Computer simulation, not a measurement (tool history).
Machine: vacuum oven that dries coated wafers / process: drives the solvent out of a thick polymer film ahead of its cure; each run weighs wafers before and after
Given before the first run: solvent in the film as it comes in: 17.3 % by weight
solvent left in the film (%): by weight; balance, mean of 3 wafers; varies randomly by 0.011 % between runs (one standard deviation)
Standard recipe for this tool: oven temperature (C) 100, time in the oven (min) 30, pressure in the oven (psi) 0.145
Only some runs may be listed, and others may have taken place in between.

run	hour	oven temperature (C)	time in the oven (min)	pressure in the oven (psi)	solvent left in the film (%)
1	0	100	30	0.145	1.22
2	13.1	100	30	0.145	1.2
3	24.4	100	30	0.145	1.22
4	30.4	100	30	0.145	1.22
5	40.5	100	30	0.145	1.22
6	53.1	100	30	0.145	1.24
7	61.9	100	30	0.145	1.21
8	70.5	100	30	0.145	1.2
9	82.3	100	30	0.145	1.24
10	93.7	100	30	0.145	1.21
11	107.4	100	30	0.145	1.22
12	114.9	100	30	0.145	1.22
13	125.1	100	30	0.145	1.21
14	132.8	100	30	0.145	1.22
15	145.1	100	30	0.145	1.21
16	155.5	100	30	0.145	1.2
17	163	100	30	0.077	0.96
18	176.7	100	30	0.077	0.95
19	184.5	100	19	0.077	2.3
20	194.1	100	30	0.145	1.22
21	205.6	100	30	0.145	1.21
22	216.3	100	30	0.145	1.21
23	227.2	100	30	0.145	1.22
24	238	97	24	0.196	2.51
25	245.9	106	30	0.373	1.41
26	257.2	106	30	0.373	1.4
27	266.5	88	15	0.373	7.68
28	272.7	110	34	0.145	0.45
29	280.9	100	26	0.534	2.98
30	292.2	100	15	0.31	4.06

Run 31, settings as shown, results not yet in. Your forecast:
31	301.7	108	22	0.261	?

{"run 31": {"solvent left in the film (%)": 1.26}}
On a tool with no hidden condition, and with the same random variation, this run would have come out at solvent left in the film (%) 1.26.
